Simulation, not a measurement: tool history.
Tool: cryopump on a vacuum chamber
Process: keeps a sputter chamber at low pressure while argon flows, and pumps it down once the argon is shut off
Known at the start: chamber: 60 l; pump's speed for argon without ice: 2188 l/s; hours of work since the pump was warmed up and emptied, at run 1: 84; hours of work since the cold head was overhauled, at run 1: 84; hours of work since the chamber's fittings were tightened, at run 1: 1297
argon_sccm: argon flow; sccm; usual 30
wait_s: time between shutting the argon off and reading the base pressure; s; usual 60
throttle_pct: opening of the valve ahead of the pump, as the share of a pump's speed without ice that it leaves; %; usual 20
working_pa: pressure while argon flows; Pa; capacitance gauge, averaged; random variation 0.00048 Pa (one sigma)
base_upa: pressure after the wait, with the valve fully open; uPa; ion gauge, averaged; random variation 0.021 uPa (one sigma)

| run | hour | argon_sccm | wait_s | throttle_pct | hours of work since the pump was warmed up and emptied | hours of work since the cold head was overhauled | hours of work since the chamber's fittings were tightened | working_pa | base_upa |
|---|---|---|---|---|---|---|---|---|---|
| 1 | 0 | 30 | 60 | 20 | 84 | 84 | 1297 | 0.1162 | 1.07 |
| 2 | 94.5 | 30 | 60 | 20 | 158 | 158 | 1370 | 0.1163 | 1.09 |
| 3 | 177.8 | 30 | 60 | 22 | 223 | 223 | 1435 | 0.1069 | 1.1 |
| 4 | 247.2 | 30 | 60 | 20 | 277 | 277 | 1489 | 0.1172 | 1.19 |
| 5 | 300.7 | 30 | 60 | 20 | 319 | 319 | 1531 | 0.1177 | 1.18 |
| 6 | 397.5 | 30 | 60 | 20 | 394 | 394 | 1606 | 0.1179 | 1.22 |
| 7 | 474.3 | 30 | 60 | 20 | 454 | 454 | 1666 | 0.1181 | 1.29 |
| 8 | 566 | 30 | 60 | 20 | 525 | 525 | 1737 | 0.119 | 1.27 |
| 9 | 615.1 | 30 | 60 | 20 | 563 | 563 | 1775 | 0.1181 | 1.39 |
| 10 | 686.3 | 30 | 60 | 20 | 619 | 619 | 1831 | 0.1186 | 1.49 |
| 11 | 783.9 | 24 | 33 | 56 | 695 | 695 | 1907 | 0.0357 | 1.68 |
| 12 | 832.9 | 24 | 33 | 56 | 733 | 733 | 1945 | 0.0359 | 1.75 |
| 13 | 897.1 | 24 | 33 | 56 | 783 | 783 | 1995 | 0.0363 | 1.78 |
| 14 | 987 | 24 | 76 | 22 | 853 | 853 | 2065 | 0.0878 | 1.53 |
| 15 | 1059 | 36 | 218 | 49 | 909 | 909 | 2121 | 0.062 | 1.47 |
|  | 1073.8 | pump warmed up, emptied and cooled again |
| 16 | 1161.9 | 16 | 21 | 47 | 69 | 985 | 2197 | 0.0271 | 1.98 |
| 17 | 1243.7 | 13 | 196 | 20 | 132 | 1049 | 2261 | 0.0514 | 1.35 |

Forecast run 18:
| 18 | 1341.5 | 21 | 179 | 20 | 208 | 1125 | 2337 | ? | ? |

{"run 18": {"working_pa": 0.0827, "base_upa": 1.37}}
Without the tool's hidden state the same run would have given working_pa 0.0818 Pa, base_upa 0.22 uPa.

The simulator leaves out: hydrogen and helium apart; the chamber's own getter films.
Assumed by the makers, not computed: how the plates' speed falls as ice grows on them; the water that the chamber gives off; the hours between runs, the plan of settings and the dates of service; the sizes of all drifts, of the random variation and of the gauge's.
